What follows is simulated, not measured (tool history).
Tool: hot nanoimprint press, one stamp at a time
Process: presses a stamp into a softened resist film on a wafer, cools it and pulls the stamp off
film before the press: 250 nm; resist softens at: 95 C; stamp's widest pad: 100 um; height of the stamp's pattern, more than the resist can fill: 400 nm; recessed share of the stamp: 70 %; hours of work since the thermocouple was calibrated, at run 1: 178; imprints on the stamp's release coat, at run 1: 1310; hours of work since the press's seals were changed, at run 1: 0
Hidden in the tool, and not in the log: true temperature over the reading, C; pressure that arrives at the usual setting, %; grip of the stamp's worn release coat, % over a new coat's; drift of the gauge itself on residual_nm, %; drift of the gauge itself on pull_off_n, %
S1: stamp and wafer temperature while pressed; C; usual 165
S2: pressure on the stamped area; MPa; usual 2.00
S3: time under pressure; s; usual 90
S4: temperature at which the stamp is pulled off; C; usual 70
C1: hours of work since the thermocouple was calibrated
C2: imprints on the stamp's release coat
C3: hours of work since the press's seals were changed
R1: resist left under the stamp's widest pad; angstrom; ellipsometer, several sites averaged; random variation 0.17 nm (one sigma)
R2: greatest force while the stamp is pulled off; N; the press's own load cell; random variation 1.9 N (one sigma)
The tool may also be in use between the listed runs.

run   hour   S1    S2   S3  S4   C1    C2   C3    R1   R2
  1    0.0  165  2.00   90  70  178  1310    0  1045  210
  2   26.2  165  2.00   90  70  196  1441   18  1044  219
  3   48.6  165  2.00   90  70  211  1554   33  1043  214
      83.0  -- stamp cleaned and given a new release coat
  4   84.5  165  2.00  178  70  231     7   54   812  194
  5  114.7  165  2.00  178  70  252   159   74   815  194
  6  146.3  165  2.00   90  70  274   318   96  1043  197
  7  165.2  165  2.28   90  70  287   413  109   972  197
  8  179.5  165  2.28   90  70  296   485  119   966  197
  9  207.4  165  2.28   90  70  315   625  138   968  200
 10  226.5  165  2.28   90  70  328   721  151   967  199
 11  253.2  165  2.04   90  70  347   855  169  1026  207
 12  281.7  165  2.04   90  70  366   999  188  1028  205
 13  314.3  165  2.04   90  70  388  1163  211  1026  205
 14  344.5  165  2.00   90  70  409  1315  231  1038  212
 15  364.9  165  1.66   62  64  423  1417  245  1288  239
 16  378.9  165  1.66   62  64  433  1487  255  1294  241
 17  411.7  166  1.51  119  58  455  1653  277  1049  274
     424.0  -- stamp cleaned and given a new release coat
 18  433.6  153  2.00   81  70  466    48  288  1645  194
     438.9  -- plate thermocouple calibrated
 19  455.9  153  2.00  174  63   12   146  301  1377  226
 20  470.3  165  1.30   65  70   21   218  311  1471  198
 21  501.6  161  1.44  163  78   43   375  332  1203  167
 22  532.0  161  1.44  163  78   64   528  353  1202  166
 23  552.8  161  1.44  163  75   78   633  367  1201  184
 24  577.0  170  1.44   79  57   94   754  384  1116  263
 25  592.8  170  1.44   79  57  105   834  395  1116  267

The same runs without the tool's hidden state, with the same run-to-run variation:
run    R1   R2
  1  1062  191
  2  1061  197
  3  1061  192
  4   828  196
  5   831  194
  6  1064  195
  7   992  193
  8   986  192
  9   989  193
 10   988  191
 11  1049  197
 12  1052  193
 13  1051  191
 14  1064  195
 15  1319  217
 16  1326  218
 17  1078  245
 18  1686  198
 19  1358  222
 20  1459  194
 21  1192  162
 22  1192  159
 23  1192  175
 24  1108  248
 25  1108  250
